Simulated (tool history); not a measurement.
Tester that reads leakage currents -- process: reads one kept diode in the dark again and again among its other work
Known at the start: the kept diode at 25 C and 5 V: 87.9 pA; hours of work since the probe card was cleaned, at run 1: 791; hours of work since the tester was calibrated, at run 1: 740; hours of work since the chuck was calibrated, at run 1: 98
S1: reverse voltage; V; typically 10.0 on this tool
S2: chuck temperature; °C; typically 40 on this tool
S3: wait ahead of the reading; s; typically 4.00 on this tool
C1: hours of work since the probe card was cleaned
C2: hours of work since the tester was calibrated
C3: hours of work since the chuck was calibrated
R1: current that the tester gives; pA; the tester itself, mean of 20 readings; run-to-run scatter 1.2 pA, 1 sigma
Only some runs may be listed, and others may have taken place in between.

run,hour,S1,S2,S3,C1,C2,C3,R1
1,0.0,10.0,40,4.00,791,740,98,402.08
2,24.5,10.0,40,4.00,801,750,108,399.86
3,55.5,10.0,21,4.00,815,764,121,93.99
4,86.8,10.0,21,4.00,828,777,135,93.37
5,113.1,10.0,21,4.00,840,788,146,94.16
6,145.6,10.0,21,4.00,854,802,160,93.69
7,175.4,10.0,21,4.00,866,815,173,93.57
8,201.9,10.0,35,4.00,878,827,184,276.19
9,221.8,10.0,35,4.00,886,835,193,275.20
10,241.2,10.0,38,4.00,895,843,201,344.43
11,267.7,10.0,38,4.00,906,855,213,344.25
12,306.0,10.0,38,4.00,922,871,229,343.72
13,342.6,1.8,40,4.00,938,887,245,166.19
14,377.0,1.8,40,4.00,953,902,260,166.32
15,403.8,1.8,40,0.81,964,913,271,166.36
16,428.7,1.8,40,0.81,975,924,282,165.59
17,461.5,3.2,53,4.21,989,938,296,554.13
18,493.1,6.8,46,4.21,1003,952,309,499.51
19,522.0,6.8,46,4.21,1015,964,322,497.81
20,544.5,1.0,30,1.57,1025,974,331,57.37
21,580.5,1.3,34,1.59,1040,989,347,89.39
22,609.2,8.5,27,3.24,1053,1002,359,135.99
23,641.5,3.1,39,2.49,1067,1015,373,201.56
24,683.8,10.0,38,5.77,1085,1034,391,340.01
25,710.5,6.1,49,2.54,1096,1045,403,581.45

What if the next run were any one of these 4? Each begins from the tool's condition after run 25:
A,738.6,3.2,49,2.66,1108,1057,415,?
B,738.6,5.1,49,4.39,1108,1057,415,?
C,738.6,2.9,22,1.70,1108,1057,415,?
D,738.6,10.0,38,4.00,1108,1057,415,?

run,R1
A,418.99
B,530.36
C,52.32
D,340.57
Stripped of hidden state, with their random variation kept, the same runs would have yielded:
run,R1
A,430.97
B,544.79
C,52.39
D,345.91
